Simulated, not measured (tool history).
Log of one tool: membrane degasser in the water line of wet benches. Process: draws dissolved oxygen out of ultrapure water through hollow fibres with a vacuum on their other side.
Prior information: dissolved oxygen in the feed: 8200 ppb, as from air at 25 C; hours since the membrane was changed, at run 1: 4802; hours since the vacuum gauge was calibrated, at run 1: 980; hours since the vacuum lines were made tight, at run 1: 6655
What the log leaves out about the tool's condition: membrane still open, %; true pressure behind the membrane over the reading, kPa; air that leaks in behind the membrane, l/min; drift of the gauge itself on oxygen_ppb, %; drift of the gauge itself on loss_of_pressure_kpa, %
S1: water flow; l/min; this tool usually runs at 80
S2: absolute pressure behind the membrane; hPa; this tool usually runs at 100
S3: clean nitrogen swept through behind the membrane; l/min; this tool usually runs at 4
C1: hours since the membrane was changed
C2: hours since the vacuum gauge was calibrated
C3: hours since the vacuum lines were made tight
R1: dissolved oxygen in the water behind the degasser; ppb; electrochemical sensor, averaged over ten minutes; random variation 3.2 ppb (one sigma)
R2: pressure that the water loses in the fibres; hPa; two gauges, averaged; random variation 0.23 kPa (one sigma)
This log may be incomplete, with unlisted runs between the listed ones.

run	hour	S1	S2	S3	C1	C2	C3	R1	R2
1	0	80	100	4	4802	980	6655	322.4	593.2
2	110.6	80	100	4	4913	1090	6766	316.3	591.7
3	278.1	80	100	4	5080	1258	6933	322.9	597.9
4	468.2	80	100	4	5270	1448	7123	317.9	593.2
5	639.6	80	100	4	5442	1619	7295	323.3	596.6
6	793.9	80	100	4	5596	1774	7449	320.4	592.9
7	912.5	80	100	4	5715	1892	7568	320.2	588.3
8	1053.2	77	61	9.91	5855	2033	7708	77.8	568
9	1271	77	61	9.91	6073	2251	7926	77.4	565.5
10	1408.2	77	61	9.91	6210	2388	8063	77.8	565.7
11	1606.2	77	207	9.31	6408	2586	8261	349.2	566.1
12	1823.1	65	207	9.31	6625	2803	8478	294.6	478

Measured minus without-hidden-state, run by run (identical run-to-run variation in each term; gauge scatter may differ):
run	R2
1	+0.3
2	-0.1
3	-0.5
4	-1.2
5	-1.6
6	-2.1
7	-2.4
8	-2.7
9	-3.4
10	-3.8
11	-4.3
12	-4.2
R1 without the hidden state stays within 0.1 ppb of what was measured, in all runs.
